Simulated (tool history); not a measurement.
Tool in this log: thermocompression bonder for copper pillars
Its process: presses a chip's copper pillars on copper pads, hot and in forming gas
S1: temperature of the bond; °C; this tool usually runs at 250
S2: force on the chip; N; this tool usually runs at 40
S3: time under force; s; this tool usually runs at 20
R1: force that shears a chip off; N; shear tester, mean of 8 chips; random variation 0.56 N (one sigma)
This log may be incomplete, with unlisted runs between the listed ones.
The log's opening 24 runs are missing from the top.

-- hour=552.1 forming gas filter changed
run 25 hour=564.6 | S1=269 S2=47 S3=20 | R1=84.7
-- hour=593.4 force cell calibrated
run 26 hour=599 | S1=246 S2=42 S3=18 | R1=57.5
run 27 hour=632 | S1=275 S2=47 S3=31 | R1=92.6
run 28 hour=662.5 | S1=236 S2=51 S3=14 | R1=53.1
run 29 hour=687.6 | S1=236 S2=51 S3=14 | R1=52.9
run 30 hour=719.4 | S1=265 S2=34 S3=20 | R1=62.4
run 31 hour=749.4 | S1=254 S2=34 S3=20 | R1=54.7
run 32 hour=782.9 | S1=254 S2=34 S3=20 | R1=54.9
run 33 hour=806.3 | S1=254 S2=34 S3=20 | R1=55
run 34 hour=823.2 | S1=250 S2=40 S3=18 | R1=55.6
run 35 hour=857.8 | S1=248 S2=28 S3=17 | R1=40.1
run 36 hour=882.6 | S1=261 S2=28 S3=17 | R1=47.2
run 37 hour=912.5 | S1=253 S2=53 S3=59 | R1=92.8
run 38 hour=938.6 | S1=245 S2=48 S3=48 | R1=78.1

Here are 4 independent what-if runs from the current tool condition. What would each one return?
run A hour=957.2 | S1=277 S2=30 S3=53 | R1=?
run B hour=957.2 | S1=250 S2=29 S3=20 | R1=?
run C hour=957.2 | S1=250 S2=46 S3=50 | R1=?
run D hour=957.2 | S1=275 S2=31 S3=17 | R1=?

run=A R1=81.7
run=B R1=43.7
run=C R1=80.9
run=D R1=57.8
The same runs, with their run-to-run variation unchanged, on a tool lacking any hidden condition would have given:
run=A R1=89.9
run=B R1=49.5
run=C R1=89.5
run=D R1=64.5

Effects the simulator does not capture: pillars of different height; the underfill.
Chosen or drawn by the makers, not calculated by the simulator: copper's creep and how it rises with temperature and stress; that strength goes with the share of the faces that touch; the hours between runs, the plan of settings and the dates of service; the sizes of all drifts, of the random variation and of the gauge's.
